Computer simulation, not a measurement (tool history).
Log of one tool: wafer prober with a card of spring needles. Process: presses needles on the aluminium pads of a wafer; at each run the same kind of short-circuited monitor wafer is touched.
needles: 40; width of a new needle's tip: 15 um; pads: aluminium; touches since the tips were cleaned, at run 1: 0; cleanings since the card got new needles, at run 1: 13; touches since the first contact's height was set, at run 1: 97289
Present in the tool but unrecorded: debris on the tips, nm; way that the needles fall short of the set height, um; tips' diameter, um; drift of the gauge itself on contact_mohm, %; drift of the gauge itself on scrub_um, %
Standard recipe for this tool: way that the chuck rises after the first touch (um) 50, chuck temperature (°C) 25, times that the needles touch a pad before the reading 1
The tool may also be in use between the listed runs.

run	hour	way that the chuck rises after the first touch (um)	chuck temperature (°C)	times that the needles touch a pad before the reading	touches since the tips were cleaned	cleanings since the card got new needles	touches since the first contact's height was set	resistance of one needle with its contact and lead (mohm)	way that a needle slides on the pad (um)
1	0	50	25	1	0	13	97289	236	9.66
2	14	50	25	1	4846	13	102135	518	9.71
# hour 19.6: tips cleaned on abrasive film
3	37.2	54	25	1	6126	14	110162	527	10.37
# hour 38.8: tips cleaned on abrasive film
# hour 57.3: tips cleaned on abrasive film
4	58.2	54	46	1	307	16	117363	272	10.42
# hour 76: tips cleaned on abrasive film
5	85	54	46	1	3147	17	126643	439	10.35
# hour 94.8: tips cleaned on abrasive film
6	103.2	54	46	1	2902	18	132889	430	10.32
# hour 113.3: tips cleaned on abrasive film
7	121.8	54	46	1	2953	19	139332	436	10.43
# hour 131.9: tips cleaned on abrasive film
8	133.5	54	46	1	538	20	143327	294	10.33
9	148.9	54	46	1	5898	20	148687	522	10.36
# hour 150.8: tips cleaned on abrasive film
10	163.2	50	25	1	4298	21	153603	536	9.5
# hour 169.4: tips cleaned on abrasive film
11	177.3	37	25	1	2745	22	158453	660	7
# hour 188.6: tips cleaned on abrasive film
12	196.4	37	45	2	2704	23	165053	477	6.95
# hour 208.3: tips cleaned on abrasive film
13	213.1	37	45	2	1652	24	170804	396	6.99
# hour 228.1: tips cleaned on abrasive film
14	228.5	45	25	2	128	25	176110	249	8.6
15	240.1	38	25	2	4166	25	180148	543	7.14
# hour 246.9: tips cleaned on abrasive film
16	259.9	40	82	1	4509	26	186969	695	7.5
# hour 266.4: tips cleaned on abrasive film
17	275.3	40	44	1	3095	27	192276	659	7.44
# hour 285.5: tips cleaned on abrasive film
18	294.5	40	44	1	3114	28	198892	645	7.36
# hour 304.2: tips cleaned on abrasive film
19	320.3	30	42	2	5601	29	207822	844	5.48
# hour 324.3: tips cleaned on abrasive film
# hour 331.4: height of the first contact set anew
20	341.3	30	42	2	5806	30	3420	761	5.89

Same runs, no hidden state in the tool, same run-to-run variation:
run	resistance of one needle with its contact and lead (mohm)	way that a needle slides on the pad (um)
1	218	9.82
2	213	9.87
3	215	10.54
4	220	10.62
5	217	10.56
6	221	10.53
7	219	10.66
8	221	10.58
9	217	10.6
10	215	9.76
11	223	7.27
12	229	7.24
13	235	7.3
14	222	8.92
15	224	7.46
16	238	7.83
17	233	7.79
18	225	7.72
19	239	5.85
20	235	5.89
